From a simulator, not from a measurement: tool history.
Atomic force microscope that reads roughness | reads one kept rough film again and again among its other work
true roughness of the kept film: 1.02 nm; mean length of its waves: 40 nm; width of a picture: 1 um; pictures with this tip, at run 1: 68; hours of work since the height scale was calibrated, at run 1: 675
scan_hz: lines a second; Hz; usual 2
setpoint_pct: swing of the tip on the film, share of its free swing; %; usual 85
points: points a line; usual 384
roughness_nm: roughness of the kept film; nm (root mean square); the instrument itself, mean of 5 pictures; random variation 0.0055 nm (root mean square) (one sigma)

| run | hour | scan_hz | setpoint_pct | points | pictures with this tip | hours of work since the height scale was calibrated | roughness_nm |
|---|---|---|---|---|---|---|---|
| 1 | 0 | 2 | 85 | 384 | 68 | 675 | 0.944 |
| 2 | 68 | 2 | 85 | 384 | 187 | 716 | 0.913 |
|  | 105.9 | new tip fitted |
| 3 | 150.8 | 2 | 85 | 384 | 79 | 766 | 0.931 |
| 4 | 233.6 | 2 | 87 | 384 | 225 | 816 | 0.905 |
|  | 253.9 | new tip fitted |
| 5 | 275.6 | 2 | 87 | 384 | 38 | 841 | 0.929 |
| 6 | 347.1 | 2 | 64 | 384 | 163 | 884 | 0.962 |
|  | 401 | new tip fitted |
| 7 | 413.9 | 2 | 64 | 384 | 23 | 924 | 0.989 |
| 8 | 454.6 | 3.46 | 85 | 384 | 95 | 949 | 0.892 |
| 9 | 491.2 | 1.69 | 85 | 384 | 159 | 971 | 0.939 |
| 10 | 533.6 | 1.69 | 85 | 384 | 233 | 997 | 0.921 |
|  | 546.3 | new tip fitted |
| 11 | 601.8 | 1.69 | 85 | 384 | 98 | 1038 | 0.931 |
| 12 | 679.4 | 1.69 | 85 | 384 | 234 | 1085 | 0.929 |
|  | 693.1 | new tip fitted |
|  | 712 | height scale calibrated on a step standard |
| 13 | 756.3 | 1.69 | 85 | 384 | 110 | 27 | 0.924 |
| 14 | 831.1 | 1.69 | 85 | 384 | 241 | 72 | 0.899 |
|  | 841.5 | new tip fitted |
| 15 | 902.6 | 2 | 59 | 384 | 107 | 115 | 0.946 |
| 16 | 951.8 | 2 | 85 | 384 | 194 | 145 | 0.898 |
|  | 988 | new tip fitted |
| 17 | 1021 | 2 | 85 | 384 | 58 | 186 | 0.918 |
| 18 | 1104 | 2 | 85 | 384 | 204 | 237 | 0.897 |
|  | 1133.1 | new tip fitted |
| 19 | 1153.7 | 2 | 85 | 384 | 36 | 266 | 0.927 |
| 20 | 1219.9 | 2 | 85 | 384 | 152 | 306 | 0.906 |
|  | 1280 | new tip fitted |
| 21 | 1306.2 | 2 | 85 | 384 | 46 | 358 | 0.926 |
| 22 | 1385.6 | 2 | 85 | 384 | 186 | 406 | 0.918 |
|  | 1426.4 | new tip fitted |
| 23 | 1445.1 | 2 | 85 | 384 | 32 | 442 | 0.931 |
| 24 | 1486.9 | 2 | 85 | 384 | 106 | 467 | 0.925 |
| 25 | 1540.3 | 2 | 85 | 384 | 200 | 500 | 0.909 |
|  | 1572.2 | new tip fitted |
| 26 | 1581.2 | 2 | 85 | 628 | 16 | 524 | 0.935 |
| 27 | 1618.4 | 2 | 85 | 628 | 81 | 546 | 0.934 |
| 28 | 1697.4 | 3.59 | 69 | 384 | 220 | 594 | 0.925 |
|  | 1717.7 | new tip fitted |
| 29 | 1738.6 | 1.19 | 85 | 627 | 37 | 619 | 0.97 |
| 30 | 1819.6 | 0.75 | 68 | 287 | 179 | 668 | 0.966 |
|  | 1864.2 | new tip fitted |
| 31 | 1883.8 | 2.31 | 70 | 501 | 34 | 706 | 0.954 |
| 32 | 1922.4 | 1.64 | 74 | 607 | 102 | 730 | 0.957 |
| 33 | 1991.8 | 1.64 | 74 | 607 | 224 | 772 | 0.94 |
|  | 2011.5 | new tip fitted |
| 34 | 2068.7 | 0.62 | 76 | 433 | 101 | 818 | 0.979 |
| 35 | 2121.6 | 3.16 | 63 | 564 | 194 | 850 | 0.955 |
|  | 2160.5 | new tip fitted |
| 36 | 2160.5 | 0.87 | 89 | 384 | 0 | 873 | 0.973 |
| 37 | 2206.2 | 2 | 90 | 284 | 81 | 901 | 0.929 |
| 38 | 2284.3 | 2 | 90 | 284 | 218 | 948 | 0.89 |
|  | 2311.5 | new tip fitted |
| 39 | 2372.4 | 0.66 | 61 | 306 | 107 | 1001 | 0.978 |
| 40 | 2419.5 | 1.49 | 66 | 384 | 190 | 1030 | 0.961 |
|  | 2458 | new tip fitted |
| 41 | 2477.2 | 1.49 | 66 | 384 | 33 | 1064 | 0.997 |
|  | 2540.5 | height scale calibrated on a step standard |
| 42 | 2560.2 | 0.62 | 63 | 962 | 178 | 12 | 0.949 |
|  | 2606.7 | new tip fitted |
| 43 | 2622.1 | 2 | 80 | 384 | 28 | 49 | 0.946 |
| 44 | 2708.5 | 0.98 | 85 | 676 | 179 | 101 | 0.932 |
|  | 2751.7 | new tip fitted |
| 45 | 2790.3 | 3.59 | 85 | 460 | 67 | 151 | 0.877 |
| 46 | 2825.8 | 3.59 | 85 | 280 | 130 | 172 | 0.863 |
| 47 | 2882.9 | 3.59 | 74 | 280 | 230 | 207 | 0.899 |
|  | 2898.6 | new tip fitted |
| 48 | 2960.8 | 3.59 | 74 | 280 | 109 | 253 | 0.903 |
| 49 | 2998.5 | 3.59 | 74 | 280 | 176 | 276 | 0.905 |
| 50 | 3040 | 3.59 | 74 | 280 | 249 | 301 | 0.888 |

Forecast each of these 4 alternatives for the next run:
|  | 3047.8 | new tip fitted |
| A | 3126.8 | 3.59 | 75 | 280 | 138 | 353 | ? |
|  | 3047.8 | new tip fitted |
| B | 3126.8 | 2 | 85 | 292 | 138 | 353 | ? |
|  | 3047.8 | new tip fitted |
| C | 3126.8 | 1.15 | 73 | 311 | 138 | 353 | ? |
|  | 3047.8 | new tip fitted |
| D | 3126.8 | 1 | 59 | 407 | 138 | 353 | ? |

| run | roughness_nm |
|---|---|
| A | 0.91 |
| B | 0.909 |
| C | 0.958 |
| D | 0.967 |
Without the tool's hidden state the same runs would have given:
| run | roughness_nm |
|---|---|
| A | 0.924 |
| B | 0.923 |
| C | 0.974 |
| D | 0.983 |
